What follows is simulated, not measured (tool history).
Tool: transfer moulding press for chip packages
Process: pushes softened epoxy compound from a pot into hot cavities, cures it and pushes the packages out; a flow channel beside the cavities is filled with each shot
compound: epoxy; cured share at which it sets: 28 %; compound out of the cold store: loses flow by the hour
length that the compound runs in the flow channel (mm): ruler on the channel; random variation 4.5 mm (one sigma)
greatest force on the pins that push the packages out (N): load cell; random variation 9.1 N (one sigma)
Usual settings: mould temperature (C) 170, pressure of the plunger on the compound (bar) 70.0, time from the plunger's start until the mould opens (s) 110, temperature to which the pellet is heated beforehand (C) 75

run,hour,mould temperature (C),pressure of the plunger on the compound (bar),time from the plunger's start until the mould opens (s),temperature to which the pellet is heated beforehand (C),incoming compound's hours out of the cold store,length that the compound runs in the flow channel (mm),greatest force on the pins that push the packages out (N)
1,0.0,170,70.0,110,75,18.9,923,412
2,14.3,170,70.0,110,75,30.3,880,384
3,23.5,170,70.0,110,75,31.9,875,402
4,37.8,170,70.0,110,75,12.5,952,419
5,49.3,170,70.0,91,75,47.5,808,550
6,59.5,170,70.0,91,75,41.0,829,561
7,72.3,170,70.0,91,75,39.3,845,576
8,80.9,170,70.0,91,75,21.2,916,588
9,92.2,170,70.0,91,75,42.0,837,559
10,103.8,170,70.0,110,75,46.3,813,386
11,115.9,170,70.0,110,75,45.5,829,395
12,131.1,170,70.0,110,75,31.0,870,385
13,142.8,170,70.0,110,75,8.3,974,432
14,154.0,170,70.0,110,75,26.8,891,392
15,163.3,170,70.0,110,75,26.9,897,385
16,178.6,172,78.9,110,68,16.5,985,375
17,191.7,168,70.0,117,75,12.4,958,413
18,206.5,174,66.4,130,81,15.5,909,334
19,219.7,165,54.9,110,80,20.5,823,530
20,233.4,170,70.0,116,75,19.4,916,389
21,244.7,169,70.0,110,75,10.4,963,438
22,258.6,178,59.0,110,75,23.8,807,336
23,273.7,178,59.0,110,75,33.3,773,345
24,281.2,163,58.4,145,67,32.4,814,378
25,292.3,170,70.0,121,75,46.2,813,351
26,299.0,176,64.0,121,84,39.4,788,340
27,312.0,176,64.0,121,73,8.8,907,355
28,318.6,176,64.0,121,73,24.0,845,335
29,334.4,167,70.0,105,75,10.3,975,547
30,343.3,167,70.0,105,75,47.8,816,487

Taken out of this log: 6 entries between the listed runs. Where each belongs, and how the hidden state differs across it:
Between runs 1 and 2: cavities cleaned with cleaning compound and waxed (hour 12.6)
  grip of the stained cavities, % over clean ones': 1.5 -> 0.2
  measured less the result without the state, greatest force on the pins that push the packages out (N): +6 -> +1
Between runs 7 and 8: cavities cleaned with cleaning compound and waxed (hour 76.6)
  grip of the stained cavities, % over clean ones': 1.7 -> 0.3
  measured less the result without the state, greatest force on the pins that push the packages out (N): +10 -> +2
Between runs 12 and 13: cavities cleaned with cleaning compound and waxed (hour 140.8)
  grip of the stained cavities, % over clean ones': 1.6 -> 0.1
  measured less the result without the state, greatest force on the pins that push the packages out (N): +7 -> +1
Between runs 17 and 18: cavities cleaned with cleaning compound and waxed (hour 205.0)
  grip of the stained cavities, % over clean ones': 1.6 -> 0.1
  measured less the result without the state, greatest force on the pins that push the packages out (N): +6 -> +1
Between runs 22 and 23: cavities cleaned with cleaning compound and waxed (hour 269.0)
  grip of the stained cavities, % over clean ones': 1.6 -> 0.3
  measured less the result without the state, greatest force on the pins that push the packages out (N): +5 -> +1
Between runs 28 and 29: cavities cleaned with cleaning compound and waxed (hour 334.1)
  grip of the stained cavities, % over clean ones': 1.6 -> 0
  measured less the result without the state, greatest force on the pins that push the packages out (N): +5 -> +0
